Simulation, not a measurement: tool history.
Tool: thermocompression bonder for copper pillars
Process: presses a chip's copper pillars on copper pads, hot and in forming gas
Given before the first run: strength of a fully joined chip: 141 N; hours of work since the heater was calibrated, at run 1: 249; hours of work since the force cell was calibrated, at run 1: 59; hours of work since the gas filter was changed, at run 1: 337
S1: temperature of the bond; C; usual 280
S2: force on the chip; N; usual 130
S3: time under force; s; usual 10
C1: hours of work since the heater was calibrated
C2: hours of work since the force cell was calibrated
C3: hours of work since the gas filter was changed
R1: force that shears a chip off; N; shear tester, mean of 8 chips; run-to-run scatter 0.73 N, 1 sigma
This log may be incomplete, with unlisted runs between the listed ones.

{"run": 1, "hour": 0.0, "S1": 280, "S2": 130, "S3": 10, "C1": 249, "C2": 59, "C3": 337, "R1": 50.3}
{"run": 2, "hour": 29.9, "S1": 280, "S2": 130, "S3": 10, "C1": 261, "C2": 71, "C3": 349, "R1": 49.9}
{"run": 3, "hour": 62.2, "S1": 280, "S2": 130, "S3": 10, "C1": 274, "C2": 84, "C3": 362, "R1": 49.4}
{"run": 4, "hour": 90.1, "S1": 280, "S2": 130, "S3": 10, "C1": 285, "C2": 95, "C3": 373, "R1": 48.2}
{"run": 5, "hour": 114.4, "S1": 280, "S2": 130, "S3": 10, "C1": 295, "C2": 105, "C3": 383, "R1": 49.8}
{"run": 6, "hour": 144.3, "S1": 280, "S2": 130, "S3": 10, "C1": 307, "C2": 117, "C3": 395, "R1": 48.3}
{"run": 7, "hour": 167.8, "S1": 280, "S2": 130, "S3": 10, "C1": 316, "C2": 126, "C3": 404, "R1": 50.3}
{"run": 8, "hour": 195.6, "S1": 278, "S2": 130, "S3": 10, "C1": 327, "C2": 137, "C3": 416, "R1": 47.7}
{"hour": 200.7, "done": "forming gas filter changed"}
{"run": 9, "hour": 224.1, "S1": 278, "S2": 130, "S3": 10, "C1": 339, "C2": 149, "C3": 9, "R1": 50}
{"run": 10, "hour": 241.0, "S1": 278, "S2": 130, "S3": 22, "C1": 345, "C2": 155, "C3": 16, "R1": 64.9}
{"run": 11, "hour": 261.8, "S1": 292, "S2": 130, "S3": 22, "C1": 354, "C2": 164, "C3": 24, "R1": 76.1}
{"run": 12, "hour": 284.9, "S1": 292, "S2": 130, "S3": 22, "C1": 363, "C2": 173, "C3": 34, "R1": 74.6}
{"run": 13, "hour": 320.8, "S1": 292, "S2": 130, "S3": 12, "C1": 377, "C2": 187, "C3": 48, "R1": 60.8}
{"run": 14, "hour": 342.4, "S1": 292, "S2": 130, "S3": 12, "C1": 386, "C2": 196, "C3": 57, "R1": 62.6}
{"run": 15, "hour": 372.1, "S1": 280, "S2": 130, "S3": 10, "C1": 398, "C2": 208, "C3": 69, "R1": 49.7}
{"run": 16, "hour": 402.3, "S1": 280, "S2": 130, "S3": 10, "C1": 410, "C2": 220, "C3": 81, "R1": 48.4}
{"run": 17, "hour": 433.0, "S1": 256, "S2": 130, "S3": 10, "C1": 422, "C2": 232, "C3": 93, "R1": 35.2}
{"run": 18, "hour": 449.9, "S1": 256, "S2": 130, "S3": 10, "C1": 429, "C2": 239, "C3": 100, "R1": 34}
{"run": 19, "hour": 489.7, "S1": 280, "S2": 115, "S3": 18, "C1": 445, "C2": 255, "C3": 116, "R1": 54.1}
{"run": 20, "hour": 528.1, "S1": 280, "S2": 115, "S3": 18, "C1": 460, "C2": 270, "C3": 131, "R1": 51.3}
{"run": 21, "hour": 554.8, "S1": 280, "S2": 187, "S3": 5, "C1": 471, "C2": 281, "C3": 142, "R1": 57.4}
{"run": 22, "hour": 593.2, "S1": 280, "S2": 187, "S3": 5, "C1": 486, "C2": 296, "C3": 157, "R1": 56.2}
{"run": 23, "hour": 624.0, "S1": 280, "S2": 187, "S3": 5, "C1": 499, "C2": 309, "C3": 169, "R1": 55.6}
{"run": 24, "hour": 658.7, "S1": 283, "S2": 185, "S3": 5, "C1": 512, "C2": 323, "C3": 183, "R1": 57.1}
{"run": 25, "hour": 697.6, "S1": 283, "S2": 185, "S3": 5, "C1": 528, "C2": 338, "C3": 199, "R1": 54.5}
{"run": 26, "hour": 724.0, "S1": 250, "S2": 185, "S3": 20, "C1": 539, "C2": 349, "C3": 210, "R1": 62}
{"run": 27, "hour": 748.1, "S1": 250, "S2": 185, "S3": 20, "C1": 548, "C2": 358, "C3": 219, "R1": 60.5}
{"run": 28, "hour": 786.0, "S1": 310, "S2": 88, "S3": 13, "C1": 563, "C2": 374, "C3": 234, "R1": 47.8}
{"run": 29, "hour": 824.6, "S1": 310, "S2": 121, "S3": 13, "C1": 579, "C2": 389, "C3": 250, "R1": 66.4}
{"run": 30, "hour": 847.8, "S1": 257, "S2": 92, "S3": 10, "C1": 588, "C2": 398, "C3": 259, "R1": 21}
{"run": 31, "hour": 870.3, "S1": 287, "S2": 130, "S3": 5, "C1": 597, "C2": 407, "C3": 268, "R1": 37.7}
{"run": 32, "hour": 904.0, "S1": 280, "S2": 89, "S3": 7, "C1": 611, "C2": 421, "C3": 282, "R1": 23.7}
{"run": 33, "hour": 933.7, "S1": 280, "S2": 89, "S3": 7, "C1": 623, "C2": 433, "C3": 293, "R1": 23.5}
{"run": 34, "hour": 973.1, "S1": 271, "S2": 140, "S3": 14, "C1": 638, "C2": 448, "C3": 309, "R1": 49.8}
{"run": 35, "hour": 998.2, "S1": 271, "S2": 140, "S3": 14, "C1": 648, "C2": 458, "C3": 319, "R1": 50.1}

Predict each of these 3 candidate next runs independently; none follows another, all start after run 35:
{"run": "A", "hour": 1032.7, "S1": 274, "S2": 130, "S3": 10, "C1": 662, "C2": 472, "C3": 333, "R1": "?"}
{"run": "B", "hour": 1032.7, "S1": 292, "S2": 140, "S3": 14, "C1": 662, "C2": 472, "C3": 333, "R1": "?"}
{"run": "C", "hour": 1032.7, "S1": 308, "S2": 102, "S3": 21, "C1": 662, "C2": 472, "C3": 333, "R1": "?"}

run=A R1=41.1
run=B R1=64.3
run=C R1=62.4
What these runs would have given with no unlogged condition in the tool:
run=A R1=49.3
run=B R1=75.2
run=C R1=72.9

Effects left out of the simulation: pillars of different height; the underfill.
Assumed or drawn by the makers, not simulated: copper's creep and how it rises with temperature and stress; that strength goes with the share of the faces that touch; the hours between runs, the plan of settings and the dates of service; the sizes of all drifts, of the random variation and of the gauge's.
